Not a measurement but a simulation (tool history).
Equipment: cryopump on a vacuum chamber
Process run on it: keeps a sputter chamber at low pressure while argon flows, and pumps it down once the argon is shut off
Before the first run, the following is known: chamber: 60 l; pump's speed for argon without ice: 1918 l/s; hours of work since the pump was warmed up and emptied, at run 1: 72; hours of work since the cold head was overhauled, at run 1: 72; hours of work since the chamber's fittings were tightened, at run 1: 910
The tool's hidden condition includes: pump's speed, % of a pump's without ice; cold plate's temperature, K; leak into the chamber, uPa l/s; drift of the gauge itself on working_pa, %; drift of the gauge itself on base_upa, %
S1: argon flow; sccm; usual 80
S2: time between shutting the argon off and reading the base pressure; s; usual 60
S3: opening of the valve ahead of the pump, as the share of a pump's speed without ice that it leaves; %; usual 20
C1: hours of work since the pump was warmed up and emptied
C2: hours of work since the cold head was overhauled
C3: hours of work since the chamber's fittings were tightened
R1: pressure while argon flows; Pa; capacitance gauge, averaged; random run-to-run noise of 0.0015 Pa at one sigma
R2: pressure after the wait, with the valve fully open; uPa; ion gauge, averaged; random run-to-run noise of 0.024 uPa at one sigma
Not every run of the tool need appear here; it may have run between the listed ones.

Run 1, hour 0.0: usual settings; C1 72; C2 72; C3 910. Result: R1 0.3563 Pa, R2 1.18 uPa.
Run 2, hour 13.2: usual settings but S3 34 %; C1 80; C2 80; C3 918. Result: R1 0.2128 Pa, R2 1.22 uPa.
Run 3, hour 26.8: usual settings but S3 34 %; C1 88; C2 88; C3 926. Result: R1 0.2132 Pa, R2 1.18 uPa.
Run 4, hour 37.4: usual settings but S3 34 %; C1 94; C2 94; C3 933. Result: R1 0.2139 Pa, R2 1.21 uPa.
Run 5, hour 57.8: usual settings; C1 106; C2 106; C3 945. Result: R1 0.3582 Pa, R2 1.18 uPa.
Run 6, hour 73.6: usual settings; C1 116; C2 116; C3 955. Result: R1 0.3614 Pa, R2 1.21 uPa.
Run 7, hour 91.4: usual settings; C1 127; C2 127; C3 965. Result: R1 0.3616 Pa, R2 1.28 uPa.
Run 8, hour 102.1: usual settings; C1 133; C2 133; C3 972. Result: R1 0.3596 Pa, R2 1.26 uPa.
Run 9, hour 112.2: usual settings but S1 61 sccm; C1 139; C2 139; C3 978. Result: R1 0.2734 Pa, R2 1.20 uPa.
Run 10, hour 121.6: usual settings but S1 53 sccm; C1 145; C2 145; C3 984. Result: R1 0.2391 Pa, R2 1.24 uPa.
Run 11, hour 132.4: usual settings but S1 53 sccm; C1 151; C2 151; C3 990. Result: R1 0.2407 Pa, R2 1.28 uPa.
Run 12, hour 143.7: usual settings but S1 53 sccm; C1 158; C2 158; C3 997. Result: R1 0.2409 Pa, R2 1.20 uPa.
Run 13, hour 165.9: usual settings but S1 53 sccm; C1 172; C2 172; C3 1010. Result: R1 0.2421 Pa, R2 1.32 uPa.
Run 14, hour 178.8: usual settings but S1 53 sccm; C1 179; C2 179; C3 1018. Result: R1 0.2393 Pa, R2 1.28 uPa.
Run 15, hour 199.9: usual settings but S1 53 sccm; C1 192; C2 192; C3 1031. Result: R1 0.2424 Pa, R2 1.32 uPa.
Run 16, hour 210.2: usual settings but S1 53 sccm; C1 198; C2 198; C3 1037. Result: R1 0.2433 Pa, R2 1.28 uPa.
Run 17, hour 227.4: usual settings but S1 53 sccm, S3 30 %; C1 209; C2 209; C3 1047. Result: R1 0.1655 Pa, R2 1.30 uPa.
Run 18, hour 239.9: usual settings but S1 53 sccm, S3 30 %; C1 216; C2 216; C3 1055. Result: R1 0.1647 Pa, R2 1.27 uPa.
Run 19, hour 251.2: usual settings but S1 41 sccm, S2 71 s, S3 60 %; C1 223; C2 223; C3 1062. Result: R1 0.0691 Pa, R2 1.20 uPa.
Run 20, hour 270.6: usual settings but S1 112 sccm, S2 75 s, S3 19 %; C1 235; C2 235; C3 1073. Result: R1 0.5430 Pa, R2 1.15 uPa.
Run 21, hour 281.6: usual settings but S1 33 sccm, S3 18 %; C1 241; C2 241; C3 1080. Result: R1 0.1686 Pa, R2 1.31 uPa.
Run 22, hour 298.2: usual settings but S1 38 sccm, S3 18 %; C1 251; C2 251; C3 1090. Result: R1 0.1938 Pa, R2 1.36 uPa.
Run 23, hour 314.5: usual settings but S1 38 sccm, S3 18 %; C1 261; C2 261; C3 1100. Result: R1 0.1942 Pa, R2 1.37 uPa.
Run 24, hour 335.7: usual settings but S1 41 sccm, S3 28 %; C1 274; C2 274; C3 1113. Result: R1 0.1390 Pa, R2 1.37 uPa.
Run 25, hour 351.0: usual settings but S1 157 sccm, S3 55 %; C1 283; C2 283; C3 1122. Result: R1 0.2880 Pa, R2 1.33 uPa.
Run 26, hour 360.6: usual settings but S2 269 s, S3 24 %; C1 289; C2 289; C3 1128. Result: R1 0.3121 Pa, R2 0.76 uPa.
Run 27, hour 375.3: usual settings but S2 139 s, S3 18 %; C1 298; C2 298; C3 1137. Result: R1 0.4084 Pa, R2 0.94 uPa.
Run 28, hour 384.9: usual settings but S1 41 sccm, S2 139 s, S3 18 %; C1 304; C2 304; C3 1142. Result: R1 0.2109 Pa, R2 0.97 uPa.
Run 29, hour 398.1: usual settings but S1 41 sccm, S2 139 s, S3 36 %; C1 312; C2 312; C3 1150. Result: R1 0.1115 Pa, R2 1.00 uPa.
Run 30, hour 409.2: usual settings but S1 90 sccm, S2 36 s, S3 36 %; C1 318; C2 318; C3 1157. Result: R1 0.2463 Pa, R2 1.89 uPa.
Run 31, hour 429.6: usual settings but S1 90 sccm, S2 36 s, S3 36 %; C1 331; C2 331; C3 1169. Result: R1 0.2455 Pa, R2 1.84 uPa.
At hour 447.9: pump warmed up, emptied and cooled again.
Run 32, hour 452.6: usual settings but S1 90 sccm, S2 30 s, S3 41 %; C1 3; C2 342; C3 1180. Result: R1 0.1948 Pa, R2 2.03 uPa.
Run 33, hour 465.5: usual settings but S1 43 sccm, S3 38 %; C1 11; C2 349; C3 1188. Result: R1 0.0997 Pa, R2 1.27 uPa.

Each row is a separate what-if for the run after 33, all from the same tool condition, not one after another. Results?
Run A, hour 479.9: usual settings but S2 125 s, S3 35 %; C1 19; C2 358; C3 1197. Result: R1 ?, R2 ?.
Run B, hour 479.9: usual settings but S3 16 %; C1 19; C2 358; C3 1197. Result: R1 ?, R2 ?.
Run C, hour 479.9: usual settings but S1 40 sccm, S2 123 s, S3 32 %; C1 19; C2 358; C3 1197. Result: R1 ?, R2 ?.
Run D, hour 479.9: usual settings but S1 47 sccm, S2 24 s, S3 43 %; C1 19; C2 358; C3 1197. Result: R1 ?, R2 ?.
Run E, hour 479.9: usual settings but S1 78 sccm, S2 67 s, S3 38 %; C1 19; C2 358; C3 1197. Result: R1 ?, R2 ?.

run      R1    R2
  A  0.2021  0.88
  B  0.4425  1.31
  C  0.1115  0.87
  D  0.0961  2.35
  E  0.1826  1.24
Take away the tool's hidden state, keep each run's random variation, and the runs would have read:
run      R1    R2
  A  0.2001  0.52
  B  0.4404  0.95
  C  0.1105  0.52
  D  0.0949  2.00
  E  0.1805  0.88

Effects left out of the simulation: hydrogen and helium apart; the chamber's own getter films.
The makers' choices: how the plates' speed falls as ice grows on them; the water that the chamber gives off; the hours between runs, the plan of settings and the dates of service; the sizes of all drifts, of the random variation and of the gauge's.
